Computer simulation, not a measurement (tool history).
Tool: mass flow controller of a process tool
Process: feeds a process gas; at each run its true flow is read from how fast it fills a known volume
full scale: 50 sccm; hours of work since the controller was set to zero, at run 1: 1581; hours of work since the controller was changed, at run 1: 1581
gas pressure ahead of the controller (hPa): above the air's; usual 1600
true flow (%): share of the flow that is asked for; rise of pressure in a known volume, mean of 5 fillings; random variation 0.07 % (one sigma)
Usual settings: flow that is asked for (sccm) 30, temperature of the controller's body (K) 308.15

run	hour	flow that is asked for (sccm)	gas pressure ahead of the controller (hPa)	temperature of the controller's body (K)	hours of work since the controller was set to zero	hours of work since the controller was changed	true flow (%)
1	0.0	30	1600	308.15	1581	1581	98.72
2	91.1	30	1600	308.15	1637	1637	98.65
3	196.6	17	1600	308.15	1702	1702	97.61
4	250.7	17	1600	308.15	1735	1735	97.44
5	343.4	16	1600	308.15	1792	1792	97.25
6	456.3	16	1600	308.15	1862	1862	97.27
7	521.6	16	1600	308.15	1902	1902	97.40
8	598.1	16	1600	308.15	1949	1949	97.43
9	660.2	25	1600	308.15	1987	1987	98.08
10	740.5	25	1600	308.15	2036	2036	98.32
11	806.6	25	1600	308.15	2077	2077	98.21
12	909.9	25	1600	308.15	2141	2141	98.13
13	1016.9	30	1600	308.15	2206	2206	98.63
14	1110.9	30	1600	308.15	2264	2264	98.70
15	1164.9	30	1600	310.15	2297	2297	98.58
16	1271.2	30	1600	308.15	2363	2363	98.60
17	1363.5	30	1600	308.15	2419	2419	98.64
18	1472.9	30	1600	308.15	2487	2487	98.57
19	1580.1	30	1600	303.15	2553	2553	98.49
20	1652.1	6	2020	304.15	2597	2597	93.98
21	1749.9	29	2450	308.15	2657	2657	98.92
22	1857.7	9	2450	305.15	2723	2723	95.68
23	1936.3	12	2450	311.15	2772	2772	96.83
24	1994.4	7	1400	310.15	2807	2807	94.35
25	2082.8	48	1600	294.15	2862	2862	99.47
26	2156.5	30	1660	305.15	2907	2907	98.50
27	2242.5	30	1660	305.15	2960	2960	98.53
28	2297.4	18	1660	311.15	2994	2994	97.29
29	2363.0	18	1660	311.15	3034	3034	97.36
30	2415.0	24	1600	299.15	3066	3066	97.62
31	2532.1	8	1850	303.15	3138	3138	94.72
32	2649.1	8	2250	307.15	3210	3210	94.79
33	2728.7	8	2250	307.15	3259	3259	94.84
34	2828.1	15	1550	297.15	3320	3320	96.24
35	2888.3	26	2660	308.15	3357	3357	98.52
36	3003.5	26	2660	308.15	3428	3428	98.58

3 ways to go on from here, each from the tool as it stands after run 36. What would each give?
A	3102.1	26	1670	296.15	3488	3488	?
B	3102.1	26	2280	303.15	3488	3488	?
C	3102.1	9	2660	308.15	3488	3488	?

run	true flow (%)
A	97.78
B	98.18
C	95.24
Without the tool's hidden state the same runs would have given:
run	true flow (%)
A	98.45
B	98.85
C	98.18
